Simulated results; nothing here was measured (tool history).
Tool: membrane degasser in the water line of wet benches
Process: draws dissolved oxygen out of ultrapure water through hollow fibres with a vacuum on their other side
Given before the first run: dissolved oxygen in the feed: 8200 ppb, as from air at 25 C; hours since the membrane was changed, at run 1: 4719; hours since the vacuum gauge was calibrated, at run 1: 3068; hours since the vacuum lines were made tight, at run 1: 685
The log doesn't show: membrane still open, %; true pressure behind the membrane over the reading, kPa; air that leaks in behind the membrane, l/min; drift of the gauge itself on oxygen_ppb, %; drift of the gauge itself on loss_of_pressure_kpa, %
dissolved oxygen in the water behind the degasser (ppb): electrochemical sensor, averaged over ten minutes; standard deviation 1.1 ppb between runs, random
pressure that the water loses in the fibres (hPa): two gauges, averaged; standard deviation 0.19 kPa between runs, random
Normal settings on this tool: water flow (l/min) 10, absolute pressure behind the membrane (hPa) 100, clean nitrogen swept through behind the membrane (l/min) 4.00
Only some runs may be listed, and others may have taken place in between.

run      day  water flow (l/min)  absolute pressure behind the membrane (hPa)  clean nitrogen swept through behind the membrane (l/min)  hours since the membrane was changed  hours since the vacuum gauge was calibrated  hours since the vacuum lines were made tight  dissolved oxygen in the water behind the degasser (ppb)  pressure that the water loses in the fibres (hPa)
  1    0.000                  10                                          100                                                      4.00                                  4719                                         3068                                           685                                                    119.0                                              398.9
  2    6.021                  10                                          100                                                      4.00                                  4864                                         3213                                           830                                                    119.8                                              397.9
  3   16.083                  10                                          100                                                      4.00                                  5105                                         3454                                          1071                                                    119.6                                              400.9
  4   24.708                   8                                          100                                                      4.00                                  5312                                         3661                                          1278                                                     80.6                                              324.7
  5   32.042                  10                                          100                                                      4.00                                  5488                                         3837                                          1454                                                    123.4                                              399.4
  6   42.896                  10                                          101                                                      4.00                                  5749                                         4098                                          1715                                                    120.7                                              400.8
  7   51.921                  10                                          101                                                      4.00                                  5965                                         4314                                          1931                                                    123.9                                              404.9
  8   58.938                  10                                          101                                                      4.00                                  6134                                         4483                                          2100                                                    123.9                                              404.4
  9   64.296                  10                                          100                                                      4.00                                  6262                                         4611                                          2228                                                    123.2                                              402.3
 10   75.117                  10                                          100                                                      4.00                                  6522                                         4871                                          2488                                                    121.9                                              406.9
 11   85.746                  10                                          100                                                      4.00                                  6777                                         5126                                          2743                                                    122.9                                              403.2
 12   96.150                  10                                          100                                                      4.00                                  7027                                         5376                                          2993                                                    125.7                                              404.6
 13  103.075                  10                                          100                                                      4.00                                  7193                                         5542                                          3159                                                    124.1                                              407.1
 14  112.425                  10                                          100                                                      4.00                                  7417                                         5766                                          3383                                                    126.1                                              407.1
 15  122.100                  10                                          100                                                      4.00                                  7649                                         5999                                          3615                                                    124.5                                              405.9
 16  128.079                  10                                          100                                                      4.00                                  7793                                         6142                                          3759                                                    127.0                                              403.7
 17  134.912                   7                                          184                                                     10.77                                  7957                                         6306                                          3923                                                     61.4                                              285.3
 18  142.033                  13                                          184                                                     10.77                                  8128                                         6477                                          4094                                                    188.2                                              527.0
 19  147.062                  12                                          184                                                      6.84                                  8249                                         6598                                          4215                                                    188.9                                              492.5
 20  154.575                  10                                          184                                                      6.84                                  8429                                         6778                                          4395                                                    140.2                                              410.5
 21  163.288                   8                                          194                                                     10.47                                  8638                                         6987                                          4604                                                     82.4                                              325.8

The next listed run, before its measurement:
 22  171.054                  13                                          194                                                      4.24                                  8824                                         7173                                          4790                                                        ?                                                  ?

dissolved oxygen in the water behind the degasser (ppb): 272.7
pressure that the water loses in the fibres (hPa): 529.7
Had the tool carried no hidden state, the very same run would have given dissolved oxygen in the water behind the degasser (ppb) 243.1, pressure that the water loses in the fibres (hPa) 504.4.
